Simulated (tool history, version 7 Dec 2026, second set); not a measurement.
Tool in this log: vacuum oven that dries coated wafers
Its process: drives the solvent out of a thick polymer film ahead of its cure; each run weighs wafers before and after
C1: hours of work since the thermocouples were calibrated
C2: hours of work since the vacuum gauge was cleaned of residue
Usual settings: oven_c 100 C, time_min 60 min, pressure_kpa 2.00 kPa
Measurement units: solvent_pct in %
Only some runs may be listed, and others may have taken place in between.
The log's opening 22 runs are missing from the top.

Run 23, hour 199.3: usual settings; C1 114; C2 239. Result: solvent_pct 2.34 %.
Run 24, hour 212.0: usual settings; C1 123; C2 247. Result: solvent_pct 2.34 %.
Run 25, hour 221.2: usual settings; C1 129; C2 253. Result: solvent_pct 2.35 %.
Run 26, hour 231.7: usual settings but oven_c 114 C, time_min 35 min, pressure_kpa 1.33 kPa; C1 136; C2 260. Result: solvent_pct 1.87 %.
Run 27, hour 239.2: usual settings but oven_c 114 C, time_min 35 min, pressure_kpa 1.33 kPa; C1 141; C2 265. Result: solvent_pct 1.85 %.
Run 28, hour 251.8: usual settings but oven_c 114 C, time_min 54 min, pressure_kpa 2.18 kPa; C1 149; C2 274. Result: solvent_pct 1.12 %.
Run 29, hour 257.4: usual settings but pressure_kpa 1.07 kPa; C1 153; C2 277. Result: solvent_pct 1.99 %.
Run 30, hour 269.5: usual settings but oven_c 104 C, time_min 65 min, pressure_kpa 4.11 kPa; C1 161; C2 285. Result: solvent_pct 2.44 %.
Run 31, hour 274.8: usual settings but time_min 63 min; C1 164; C2 289. Result: solvent_pct 2.21 %.
Run 32, hour 280.8: usual settings but oven_c 86 C, time_min 31 min; C1 168; C2 293. Result: solvent_pct 6.63 %.
Run 33, hour 292.4: usual settings but oven_c 86 C, time_min 31 min; C1 176; C2 301. Result: solvent_pct 6.61 %.
Run 34, hour 305.2: usual settings but time_min 77 min; C1 184; C2 309. Result: solvent_pct 1.74 %.
Run 35, hour 314.4: usual settings but time_min 77 min; C1 190; C2 315. Result: solvent_pct 1.73 %.
Run 36, hour 326.5: usual settings but pressure_kpa 3.62 kPa; C1 198; C2 323. Result: solvent_pct 3.00 %.
Run 37, hour 339.0: usual settings but pressure_kpa 3.62 kPa; C1 207; C2 331. Result: solvent_pct 2.98 %.
Run 38, hour 349.3: usual settings but pressure_kpa 3.62 kPa; C1 213; C2 338. Result: solvent_pct 2.98 %.
Run 39, hour 358.8: usual settings but pressure_kpa 3.62 kPa; C1 220; C2 344. Result: solvent_pct 2.99 %.
Run 40, hour 369.6: usual settings but time_min 34 min, pressure_kpa 3.29 kPa; C1 227; C2 352. Result: solvent_pct 4.53 %.
Run 41, hour 379.5: usual settings but oven_c 105 C, time_min 38 min, pressure_kpa 6.01 kPa; C1 233; C2 358. Result: solvent_pct 4.24 %.
Run 42, hour 385.4: usual settings but pressure_kpa 3.90 kPa; C1 237; C2 362. Result: solvent_pct 3.09 %.
Run 43, hour 397.3: usual settings but time_min 86 min, pressure_kpa 1.36 kPa; C1 245; C2 370. Result: solvent_pct 1.27 %.
Run 44, hour 407.8: usual settings but time_min 38 min, pressure_kpa 4.30 kPa; C1 252; C2 377. Result: solvent_pct 4.54 %.
Run 45, hour 419.0: usual settings but pressure_kpa 1.80 kPa; C1 260; C2 384. Result: solvent_pct 2.29 %.
Run 46, hour 428.6: usual settings but pressure_kpa 2.99 kPa; C1 266; C2 391. Result: solvent_pct 2.77 %.

Alternative continuations, all from the tool just after run 46; predict every row:
Run A, hour 440.8: usual settings but oven_c 92 C, time_min 34 min, pressure_kpa 2.52 kPa; C1 274; C2 399. Result: solvent_pct ?.
Run B, hour 440.8: usual settings but time_min 104 min; C1 274; C2 399. Result: solvent_pct ?.
Run C, hour 440.8: usual settings but oven_c 89 C, pressure_kpa 5.32 kPa; C1 274; C2 399. Result: solvent_pct ?.
Run D, hour 440.8: usual settings but time_min 49 min, pressure_kpa 1.99 kPa; C1 274; C2 399. Result: solvent_pct ?.
Run E, hour 440.8: usual settings but time_min 49 min; C1 274; C2 399. Result: solvent_pct ?.

run  solvent_pct
  A         5.61
  B         1.30
  C         5.80
  D         2.91
  E         2.93
The same runs, with their run-to-run variation unchanged, on a tool lacking any hidden condition would have given:
run  solvent_pct
  A         5.59
  B         1.28
  C         5.77
  D         2.89
  E         2.91
